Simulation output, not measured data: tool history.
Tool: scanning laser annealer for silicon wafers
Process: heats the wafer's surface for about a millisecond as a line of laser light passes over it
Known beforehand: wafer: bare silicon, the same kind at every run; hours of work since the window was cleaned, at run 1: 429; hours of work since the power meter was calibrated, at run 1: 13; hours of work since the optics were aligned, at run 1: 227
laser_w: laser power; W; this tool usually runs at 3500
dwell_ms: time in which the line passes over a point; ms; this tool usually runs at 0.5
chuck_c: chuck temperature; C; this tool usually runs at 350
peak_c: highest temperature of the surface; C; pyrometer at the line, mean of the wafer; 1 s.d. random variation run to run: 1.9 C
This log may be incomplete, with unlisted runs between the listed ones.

run	hour	laser_w	dwell_ms	chuck_c	hours of work since the window was cleaned	hours of work since the power meter was calibrated	hours of work since the optics were aligned	peak_c
1	0	3500	0.5	350	429	13	227	1092
2	9.8	3500	0.5	350	435	19	234	1091
3	16.4	3500	0.5	350	440	24	238	1093
4	23.5	3500	0.5	350	444	28	243	1095
5	29.8	3500	0.5	350	448	33	247	1090
6	43.1	3500	0.5	350	457	41	255	1094
7	50.2	3600	0.5	350	462	46	260	1121
8	62.9	3600	0.5	350	470	54	268	1122
9	72.4	3600	0.5	350	476	60	275	1118
10	80.5	3600	0.5	350	482	66	280	1119
11	92.8	3600	0.5	350	490	74	288	1116
12	102.7	3500	0.5	379	496	80	295	1118
13	114.1	3824	0.5	329	504	88	302	1156
# hour 117.2: window over the wafer cleaned
14	123.4	3824	0.5	329	4	93	307	1151
15	136.1	3196	0.471	329	12	101	315	961
16	143.3	3196	0.471	329	17	106	320	962
17	154.8	3500	0.5	312	25	113	327	1041
18	165.7	3500	0.504	320	32	120	335	1057
19	172.6	3500	0.6	320	36	125	339	1123
# hour 177.5: window over the wafer cleaned, once more
20	187.8	3578	0.506	350	7	134	348	1134

The same runs without the tool's hidden state, with the same run-to-run variation:
Unlogged tool condition in this case: light that passes the window, % of a clean one's; laser's true power over the reading, %; width of the line over the set one, %; drift of the gauge itself on peak_c, C.
run	peak_c
1	1118
2	1117
3	1119
4	1122
5	1117
6	1122
7	1150
8	1152
9	1148
10	1149
11	1147
12	1148
13	1191
14	1191
15	992
16	994
17	1078
18	1094
19	1165
20	1146
